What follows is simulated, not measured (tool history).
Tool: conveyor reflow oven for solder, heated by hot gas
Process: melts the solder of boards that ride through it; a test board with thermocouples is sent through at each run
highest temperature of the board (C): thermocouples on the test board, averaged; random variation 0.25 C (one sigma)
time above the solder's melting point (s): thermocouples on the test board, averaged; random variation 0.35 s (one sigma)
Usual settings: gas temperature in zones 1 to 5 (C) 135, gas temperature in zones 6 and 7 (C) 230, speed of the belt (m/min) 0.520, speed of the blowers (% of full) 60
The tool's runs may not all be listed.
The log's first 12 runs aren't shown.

run   hour  gas temperature in zones 1 to 5 (C)  gas temperature in zones 6 and 7 (C)  speed of the belt (m/min)  speed of the blowers (% of full)  highest temperature of the board (C)  time above the solder's melting point (s)
 13  128.9                                  135                                   230                      0.520                                60                                 207.8                                       48.9
 14  140.8                                  135                                   230                      0.520                                60                                 208.1                                       49.5
 15  151.9                                  135                                   230                      0.422                                60                                 214.9                                       71.2
 16  158.0                                  135                                   230                      0.422                                60                                 214.5                                       71.5
 17  167.6                                  136                                   230                      0.422                                60                                 215.7                                       71.9
 18  175.7                                  135                                   230                      0.504                                60                                 208.6                                       51.7
 19  185.1                                  130                                   230                      0.520                                60                                 206.4                                       46.0
 20  196.8                                  130                                   230                      0.520                                60                                 206.2                                       45.0
 21  208.8                                  123                                   245                      0.475                                55                                 219.3                                       61.7
 22  218.2                                  136                                   230                      0.475                                59                                 211.0                                       58.7
 23  227.6                                  136                                   230                      0.475                                59                                 210.2                                       58.5
 24  235.1                                  124                                   230                      0.520                                60                                 204.9                                       41.7
 25  247.6                                  124                                   230                      0.520                                60                                 205.2                                       41.4
 26  257.7                                  124                                   230                      0.520                                60                                 204.6                                       41.8
 27  265.0                                  124                                   230                      0.520                                60                                 204.7                                       42.1
 28  275.6                                  124                                   224                      0.515                                60                                 200.2                                       35.6
 29  283.9                                  135                                   219                      0.572                                60                                 195.5                                       26.9
 30  293.3                                  135                                   219                      0.572                                60                                 194.7                                       26.9
 31  299.9                                  135                                   240                      0.569                                60                                 211.2                                       47.6

3 ways to go on from here, each from the tool as it stands after run 31. What would each give?
  A  306.2                                  135                                   230                      0.520                                73                                     ?                                          ?
  B  306.2                                  140                                   230                      0.445                                80                                     ?                                          ?
  C  306.2                                  135                                   224                      0.569                                60                                     ?                                          ?

run  highest temperature of the board (C)  time above the solder's melting point (s)
  A                                 210.2                                       52.4
  B                                 217.5                                       73.0
  C                                 198.6                                       33.1
Without the tool's hidden state the same runs would have given:
run  highest temperature of the board (C)  time above the solder's melting point (s)
  A                                 210.7                                       53.0
  B                                 217.7                                       73.1
  C                                 199.1                                       34.1
